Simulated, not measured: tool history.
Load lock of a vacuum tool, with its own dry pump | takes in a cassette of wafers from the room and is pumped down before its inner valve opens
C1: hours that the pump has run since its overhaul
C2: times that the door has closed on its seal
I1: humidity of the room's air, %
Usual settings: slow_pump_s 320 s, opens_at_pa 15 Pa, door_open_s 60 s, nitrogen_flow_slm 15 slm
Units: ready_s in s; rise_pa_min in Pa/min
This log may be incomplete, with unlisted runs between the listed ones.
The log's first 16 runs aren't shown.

{"run": 17, "hour": 2728.6, "slow_pump_s": 320, "opens_at_pa": 15, "door_open_s": 60, "nitrogen_flow_slm": 15, "C1": 11318, "C2": 38443, "I1": 46.4, "ready_s": 432.6, "rise_pa_min": 0.139}
{"run": 18, "hour": 2864.9, "slow_pump_s": 320, "opens_at_pa": 15, "door_open_s": 60, "nitrogen_flow_slm": 15, "C1": 11454, "C2": 38810, "I1": 45.2, "ready_s": 434.8, "rise_pa_min": 0.135}
{"run": 19, "hour": 3021.5, "slow_pump_s": 320, "opens_at_pa": 15, "door_open_s": 30, "nitrogen_flow_slm": 36, "C1": 11611, "C2": 39232, "I1": 44.4, "ready_s": 434.7, "rise_pa_min": 0.114}
{"run": 20, "hour": 3258.2, "slow_pump_s": 259, "opens_at_pa": 15, "door_open_s": 60, "nitrogen_flow_slm": 7, "C1": 11848, "C2": 39869, "I1": 42.5, "ready_s": 378.3, "rise_pa_min": 0.155}
{"run": 21, "hour": 3401.4, "slow_pump_s": 259, "opens_at_pa": 15, "door_open_s": 60, "nitrogen_flow_slm": 7, "C1": 11991, "C2": 40254, "I1": 44.8, "ready_s": 379.6, "rise_pa_min": 0.145}
{"run": 22, "hour": 3628.5, "slow_pump_s": 259, "opens_at_pa": 15, "door_open_s": 60, "nitrogen_flow_slm": 7, "C1": 12218, "C2": 40866, "I1": 46.9, "ready_s": 378.4, "rise_pa_min": 0.161}
{"run": 23, "hour": 3794.3, "slow_pump_s": 259, "opens_at_pa": 15, "door_open_s": 60, "nitrogen_flow_slm": 7, "C1": 12384, "C2": 41312, "I1": 46.1, "ready_s": 380.7, "rise_pa_min": 0.161}
{"run": 24, "hour": 3914.2, "slow_pump_s": 259, "opens_at_pa": 15, "door_open_s": 60, "nitrogen_flow_slm": 7, "C1": 12504, "C2": 41635, "I1": 44.0, "ready_s": 381.2, "rise_pa_min": 0.156}
{"run": 25, "hour": 4056.7, "slow_pump_s": 289, "opens_at_pa": 28, "door_open_s": 102, "nitrogen_flow_slm": 35, "C1": 12646, "C2": 42019, "I1": 46.8, "ready_s": 396.6, "rise_pa_min": 0.147}
{"run": 26, "hour": 4227.3, "slow_pump_s": 320, "opens_at_pa": 11, "door_open_s": 187, "nitrogen_flow_slm": 15, "C1": 12817, "C2": 42478, "I1": 43.5, "ready_s": 443.5, "rise_pa_min": 0.186}
{"run": 27, "hour": 4363.0, "slow_pump_s": 320, "opens_at_pa": 17, "door_open_s": 49, "nitrogen_flow_slm": 28, "C1": 12952, "C2": 42844, "I1": 47.0, "ready_s": 432.0, "rise_pa_min": 0.136}
{"run": 28, "hour": 4510.6, "slow_pump_s": 166, "opens_at_pa": 24, "door_open_s": 159, "nitrogen_flow_slm": 7, "C1": 13100, "C2": 43241, "I1": 39.3, "ready_s": 289.5, "rise_pa_min": 0.193}
{"run": 29, "hour": 4749.0, "slow_pump_s": 166, "opens_at_pa": 24, "door_open_s": 92, "nitrogen_flow_slm": 42, "C1": 13338, "C2": 43883, "I1": 44.3, "ready_s": 290.0, "rise_pa_min": 0.141}
{"run": 30, "hour": 4974.4, "slow_pump_s": 320, "opens_at_pa": 20, "door_open_s": 60, "nitrogen_flow_slm": 15, "C1": 13564, "C2": 44490, "I1": 45.5, "ready_s": 430.4, "rise_pa_min": 0.16}
{"run": 31, "hour": 5105.1, "slow_pump_s": 320, "opens_at_pa": 20, "door_open_s": 60, "nitrogen_flow_slm": 15, "C1": 13694, "C2": 44842, "I1": 44.4, "ready_s": 429.6, "rise_pa_min": 0.162}
{"run": 32, "hour": 5308.4, "slow_pump_s": 320, "opens_at_pa": 15, "door_open_s": 33, "nitrogen_flow_slm": 10, "C1": 13898, "C2": 45389, "I1": 44.7, "ready_s": 437.8, "rise_pa_min": 0.154}
{"run": 33, "hour": 5523.8, "slow_pump_s": 320, "opens_at_pa": 15, "door_open_s": 33, "nitrogen_flow_slm": 10, "C1": 14113, "C2": 45969, "I1": 45.8, "ready_s": 437.1, "rise_pa_min": 0.155}
{"run": 34, "hour": 5744.6, "slow_pump_s": 320, "opens_at_pa": 15, "door_open_s": 33, "nitrogen_flow_slm": 10, "C1": 14334, "C2": 46564, "I1": 46.8, "ready_s": 438.8, "rise_pa_min": 0.157}
{"run": 35, "hour": 5923.2, "slow_pump_s": 320, "opens_at_pa": 15, "door_open_s": 33, "nitrogen_flow_slm": 10, "C1": 14513, "C2": 47045, "I1": 46.0, "ready_s": 439.2, "rise_pa_min": 0.16}
{"run": 36, "hour": 6122.4, "slow_pump_s": 320, "opens_at_pa": 15, "door_open_s": 33, "nitrogen_flow_slm": 10, "C1": 14712, "C2": 47581, "I1": 46.5, "ready_s": 439.0, "rise_pa_min": 0.169}

Predict each of these 3 candidate next runs independently; none follows another, all start after run 36:
{"run": "A", "hour": 6287.9, "slow_pump_s": 320, "opens_at_pa": 10, "door_open_s": 82, "nitrogen_flow_slm": 15, "C1": 14877, "C2": 48027, "I1": 46.3, "ready_s": "?", "rise_pa_min": "?"}
{"run": "B", "hour": 6287.9, "slow_pump_s": 320, "opens_at_pa": 14, "door_open_s": 60, "nitrogen_flow_slm": 15, "C1": 14877, "C2": 48027, "I1": 41.9, "ready_s": "?", "rise_pa_min": "?"}
{"run": "C", "hour": 6287.9, "slow_pump_s": 320, "opens_at_pa": 15, "door_open_s": 33, "nitrogen_flow_slm": 38, "C1": 14877, "C2": 48027, "I1": 45.7, "ready_s": "?", "rise_pa_min": "?"}

run=A ready_s=445.7 rise_pa_min=0.184
run=B ready_s=441.0 rise_pa_min=0.171
run=C ready_s=436.4 rise_pa_min=0.147
Had the tool no hidden state, the same runs would have come out as:
run=A ready_s=430.4 rise_pa_min=0.061
run=B ready_s=426.4 rise_pa_min=0.049
run=C ready_s=421.8 rise_pa_min=0.026
